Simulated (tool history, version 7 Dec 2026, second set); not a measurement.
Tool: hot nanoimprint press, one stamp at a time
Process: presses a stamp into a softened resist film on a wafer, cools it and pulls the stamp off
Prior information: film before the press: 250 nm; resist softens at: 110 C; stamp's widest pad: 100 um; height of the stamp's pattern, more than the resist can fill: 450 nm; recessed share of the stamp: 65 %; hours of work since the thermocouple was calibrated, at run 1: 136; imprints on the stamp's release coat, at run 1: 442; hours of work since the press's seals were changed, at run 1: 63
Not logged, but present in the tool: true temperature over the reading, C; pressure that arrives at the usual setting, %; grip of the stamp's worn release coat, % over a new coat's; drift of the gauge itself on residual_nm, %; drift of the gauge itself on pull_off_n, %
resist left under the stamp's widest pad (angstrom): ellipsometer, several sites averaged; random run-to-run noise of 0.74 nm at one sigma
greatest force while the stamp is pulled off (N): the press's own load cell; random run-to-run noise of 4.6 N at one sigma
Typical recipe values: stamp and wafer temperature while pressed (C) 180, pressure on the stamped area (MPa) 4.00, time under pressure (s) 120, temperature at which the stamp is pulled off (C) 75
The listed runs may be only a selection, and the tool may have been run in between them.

run    hour  stamp and wafer temperature while pressed (C)  pressure on the stamped area (MPa)  time under pressure (s)  temperature at which the stamp is pulled off (C)  hours of work since the thermocouple was calibrated  imprints on the stamp's release coat  hours of work since the press's seals were changed  resist left under the stamp's widest pad (angstrom)  greatest force while the stamp is pulled off (N)
  1     0.0                                            180                                4.00                      120                                                75                                                  136                                   442                                                  63                                                  923                                               258
  2    79.0                                            180                                4.00                      120                                                75                                                  183                                   775                                                 111                                                  934                                               276
      118.4  -- stamp cleaned and given a new release coat
  3   156.1                                            190                                4.00                      120                                                75                                                  226                                   159                                                 154                                                  660                                               239
  4   221.2                                            190                                4.00                      120                                                75                                                  265                                   433                                                 193                                                  655                                               245
  5   296.6                                            190                                4.00                      120                                                75                                                  311                                   751                                                 238                                                  656                                               269
      340.3  -- stamp cleaned and given a new release coat
  6   341.6                                            190                                4.00                      120                                                75                                                  334                                     6                                                 262                                                  680                                               222
  7   422.9                                            190                                4.00                      120                                                75                                                  383                                   349                                                 311                                                  662                                               264
  8   462.7                                            190                                4.00                      120                                                75                                                  407                                   517                                                 335                                                  671                                               271
  9   517.7                                            190                                4.00                      120                                                75                                                  441                                   749                                                 368                                                  684                                               271
      552.6  -- plate thermocouple calibrated
      563.9  -- stamp cleaned and given a new release coat
 10   577.4                                            190                                4.00                      120                                                75                                                   11                                    57                                                 399                                                  627                                               232
 11   655.8                                            169                                4.00                      120                                                75                                                   59                                   387                                                 446                                                 1431                                               250
 12   738.2                                            169                                4.00                      120                                                75                                                  108                                   735                                                 495                                                 1439                                               275
      789.3  -- stamp cleaned and given a new release coat
 13   812.4                                            169                                4.00                      120                                                75                                                  149                                    98                                                 537                                                 1461                                               236
 14   866.0                                            180                                4.00                      116                                                75                                                  182                                   324                                                 569                                                  958                                               248
 15   912.3                                            190                                3.56                      157                                                75                                                  210                                   519                                                 597                                                  630                                               258
 16   982.0                                            190                                3.56                      157                                                75                                                  252                                   813                                                 639                                                  641                                               274
     1013.0  -- stamp cleaned and given a new release coat
 17  1038.0                                            190                                4.40                      157                                                75                                                  282                                   106                                                 669                                                  581                                               229
 18  1100.8                                            180                                4.00                       72                                                72                                                  320                                   371                                                 707                                                 1175                                               262
 19  1175.1                                            172                                5.41                       80                                                65                                                  364                                   685                                                 752                                                 1351                                               295
 20  1219.4                                            172                                5.41                       80                                                65                                                  391                                   871                                                 778                                                 1345                                               295
     1232.5  -- stamp cleaned and given a new release coat
 21  1311.8                                            179                                2.75                      181                                                75                                                  443                                   335                                                 830                                                 1114                                               246
     1342.5  -- plate thermocouple calibrated
 22  1379.5                                            169                                2.75                      181                                                75                                                   22                                   607                                                 869                                                 1470                                               263
 23  1425.4                                            190                                4.30                      100                                                75                                                   50                                   801                                                 897                                                  656                                               269
     1457.4  -- stamp cleaned and given a new release coat
 24  1520.7                                            190                                4.30                      100                                                75                                                  104                                   267                                                 951                                                  655                                               241
 25  1570.6                                            179                                4.63                      120                                                75                                                  134                                   478                                                 981                                                  916                                               251
     1612.1  -- press's hydraulic seals changed and the load cell set to zero
 26  1660.9                                            179                                4.91                      210                                                75                                                  184                                   825                                                  29                                                  690                                               275
     1686.6  -- stamp cleaned and given a new release coat
 27  1757.5                                            180                                2.57                       89                                                75                                                  238                                   299                                                  84                                                 1312                                               256
 28  1843.4                                            171                                6.40                      120                                                75                                                  290                                   661                                                 136                                                 1087                                               261

Below are 5 alternative next runs, each starting from the tool's condition after run 28. Predict each:
  A  1882.7                                            171                                2.86                      120                                                75                                                  314                                   827                                                 159                                                    ?                                                 ?
  B  1882.7                                            182                                4.00                      120                                                65                                                  314                                   827                                                 159                                                    ?                                                 ?
  C  1882.7                                            181                                5.19                      120                                                75                                                  314                                   827                                                 159                                                    ?                                                 ?
  D  1882.7                                            174                                6.40                       98                                                75                                                  314                                   827                                                 159                                                    ?                                                 ?
  E  1882.7                                            185                                4.00                      185                                                75                                                  314                                   827                                                 159                                                    ?                                                 ?

run  resist left under the stamp's widest pad (angstrom)  greatest force while the stamp is pulled off (N)
  A                                                 1579                                               288
  B                                                  880                                               292
  C                                                  781                                               279
  D                                                  994                                               279
  E                                                  666                                               281
Without the tool's hidden state the same runs would have given:
run  resist left under the stamp's widest pad (angstrom)  greatest force while the stamp is pulled off (N)
  A                                                 1514                                               231
  B                                                  839                                               234
  C                                                  742                                               224
  D                                                  942                                               224
  E                                                  635                                               226
